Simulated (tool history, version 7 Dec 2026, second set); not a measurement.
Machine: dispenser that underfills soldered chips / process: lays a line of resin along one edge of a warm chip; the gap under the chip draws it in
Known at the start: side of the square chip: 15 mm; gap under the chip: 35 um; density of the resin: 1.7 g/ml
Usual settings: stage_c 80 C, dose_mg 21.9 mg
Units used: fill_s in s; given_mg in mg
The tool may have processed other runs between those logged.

{"run": 1, "hour": 0.0, "stage_c": 80, "dose_mg": 21.9, "fill_s": 173.3, "given_mg": 21.84}
{"hour": 6.5, "done": "new syringe of resin"}
{"run": 2, "hour": 8.2, "stage_c": 80, "dose_mg": 21.9, "fill_s": 147.0, "given_mg": 21.68}
{"hour": 18.0, "done": "new syringe of resin"}
{"run": 3, "hour": 18.0, "stage_c": 80, "dose_mg": 21.9, "fill_s": 137.8, "given_mg": 21.72}
{"hour": 30.2, "done": "new syringe of resin"}
{"run": 4, "hour": 31.2, "stage_c": 80, "dose_mg": 21.9, "fill_s": 144.5, "given_mg": 21.71}
{"run": 5, "hour": 38.6, "stage_c": 80, "dose_mg": 21.9, "fill_s": 189.2, "given_mg": 21.68}
{"hour": 42.0, "done": "new syringe of resin"}
{"run": 6, "hour": 51.9, "stage_c": 80, "dose_mg": 21.9, "fill_s": 197.6, "given_mg": 21.47}
{"hour": 54.3, "done": "new syringe of resin"}
{"run": 7, "hour": 62.4, "stage_c": 80, "dose_mg": 21.9, "fill_s": 185.7, "given_mg": 21.46}
{"hour": 66.3, "done": "new syringe of resin"}
{"run": 8, "hour": 70.4, "stage_c": 80, "dose_mg": 21.9, "fill_s": 161.5, "given_mg": 21.49}
{"hour": 77.9, "done": "new syringe of resin"}
{"run": 9, "hour": 79.3, "stage_c": 80, "dose_mg": 21.9, "fill_s": 148.3, "given_mg": 21.4}
{"run": 10, "hour": 87.8, "stage_c": 80, "dose_mg": 21.9, "fill_s": 200.2, "given_mg": 21.4}
{"hour": 89.8, "done": "new syringe of resin"}
{"run": 11, "hour": 97.4, "stage_c": 84, "dose_mg": 21.9, "fill_s": 164.1, "given_mg": 21.33}
{"hour": 101.5, "done": "new syringe of resin"}
{"run": 12, "hour": 103.2, "stage_c": 80, "dose_mg": 21.9, "fill_s": 148.0, "given_mg": 21.31}
{"hour": 112.0, "done": "dispensing valve cleaned and set on the balance"}
{"hour": 114.7, "done": "new syringe of resin"}
{"run": 13, "hour": 116.1, "stage_c": 80, "dose_mg": 21.9, "fill_s": 145.0, "given_mg": 21.79}
{"run": 14, "hour": 125.3, "stage_c": 80, "dose_mg": 25.4, "fill_s": 197.3, "given_mg": 25.23}
{"hour": 126.4, "done": "new syringe of resin"}
{"run": 15, "hour": 131.8, "stage_c": 75, "dose_mg": 21.9, "fill_s": 195.9, "given_mg": 21.79}
{"hour": 138.4, "done": "new syringe of resin"}
{"run": 16, "hour": 142.0, "stage_c": 75, "dose_mg": 21.9, "fill_s": 185.5, "given_mg": 21.76}
{"run": 17, "hour": 147.8, "stage_c": 75, "dose_mg": 21.9, "fill_s": 225.4, "given_mg": 21.68}
{"hour": 150.5, "done": "new syringe of resin"}
{"run": 18, "hour": 160.9, "stage_c": 77, "dose_mg": 20.0, "fill_s": 219.5, "given_mg": 19.75}
{"hour": 162.8, "done": "new syringe of resin"}
{"run": 19, "hour": 173.1, "stage_c": 93, "dose_mg": 20.3, "fill_s": 138.7, "given_mg": 20.02}
{"hour": 174.4, "done": "new syringe of resin"}
{"hour": 186.0, "done": "new syringe of resin"}
{"run": 20, "hour": 186.6, "stage_c": 71, "dose_mg": 25.4, "fill_s": 181.8, "given_mg": 24.96}
{"run": 21, "hour": 195.1, "stage_c": 81, "dose_mg": 27.2, "fill_s": 182.2, "given_mg": 26.64}
{"hour": 198.5, "done": "new syringe of resin"}
{"run": 22, "hour": 201.9, "stage_c": 72, "dose_mg": 27.2, "fill_s": 190.8, "given_mg": 26.67}
{"run": 23, "hour": 208.9, "stage_c": 72, "dose_mg": 27.2, "fill_s": 246.7, "given_mg": 26.53}
{"hour": 210.3, "done": "new syringe of resin"}
{"run": 24, "hour": 220.0, "stage_c": 82, "dose_mg": 21.4, "fill_s": 185.4, "given_mg": 20.77}
{"hour": 222.5, "done": "new syringe of resin"}
{"run": 25, "hour": 228.9, "stage_c": 85, "dose_mg": 21.9, "fill_s": 150.7, "given_mg": 21.37}
{"hour": 234.6, "done": "new syringe of resin"}
{"run": 26, "hour": 239.7, "stage_c": 68, "dose_mg": 21.9, "fill_s": 234.4, "given_mg": 21.27}
{"hour": 241.5, "done": "dispensing valve cleaned and set on the balance"}
{"hour": 247.5, "done": "new syringe of resin"}
{"run": 27, "hour": 251.7, "stage_c": 80, "dose_mg": 26.2, "fill_s": 157.5, "given_mg": 26.14}
{"hour": 259.7, "done": "new syringe of resin"}
{"run": 28, "hour": 261.3, "stage_c": 77, "dose_mg": 21.9, "fill_s": 159.5, "given_mg": 21.77}
{"run": 29, "hour": 267.1, "stage_c": 66, "dose_mg": 27.1, "fill_s": 268.5, "given_mg": 27.06}
{"hour": 272.0, "done": "new syringe of resin"}
{"run": 30, "hour": 277.7, "stage_c": 75, "dose_mg": 21.1, "fill_s": 197.2, "given_mg": 20.96}
{"hour": 283.7, "done": "new syringe of resin"}
{"run": 31, "hour": 290.7, "stage_c": 94, "dose_mg": 28.1, "fill_s": 116.5, "given_mg": 27.81}
{"hour": 296.1, "done": "new syringe of resin"}
{"run": 32, "hour": 303.8, "stage_c": 87, "dose_mg": 25.8, "fill_s": 146.3, "given_mg": 25.47}
{"hour": 307.9, "done": "new syringe of resin"}
{"run": 33, "hour": 314.5, "stage_c": 87, "dose_mg": 25.8, "fill_s": 141.0, "given_mg": 25.44}
{"hour": 319.7, "done": "new syringe of resin"}
{"run": 34, "hour": 325.8, "stage_c": 67, "dose_mg": 27.6, "fill_s": 238.9, "given_mg": 27.09}

Each row is a separate what-if for the run after 34, all from the same tool condition, not one after another. Results?
{"hour": 331.4, "done": "new syringe of resin"}
{"run": "A", "hour": 337.6, "stage_c": 93, "dose_mg": 26.2, "fill_s": "?", "given_mg": "?"}
{"hour": 331.4, "done": "new syringe of resin"}
{"run": "B", "hour": 337.6, "stage_c": 81, "dose_mg": 23.7, "fill_s": "?", "given_mg": "?"}
{"hour": 331.4, "done": "new syringe of resin"}
{"run": "C", "hour": 337.6, "stage_c": 71, "dose_mg": 22.2, "fill_s": "?", "given_mg": "?"}

run=A fill_s=118.5 given_mg=25.59
run=B fill_s=168.1 given_mg=23.20
run=C fill_s=229.7 given_mg=21.76
The same runs, with their run-to-run variation unchanged, on a tool lacking any hidden condition would have given:
run=A fill_s=95.8 given_mg=26.14
run=B fill_s=136.3 given_mg=23.70
run=C fill_s=186.2 given_mg=22.23

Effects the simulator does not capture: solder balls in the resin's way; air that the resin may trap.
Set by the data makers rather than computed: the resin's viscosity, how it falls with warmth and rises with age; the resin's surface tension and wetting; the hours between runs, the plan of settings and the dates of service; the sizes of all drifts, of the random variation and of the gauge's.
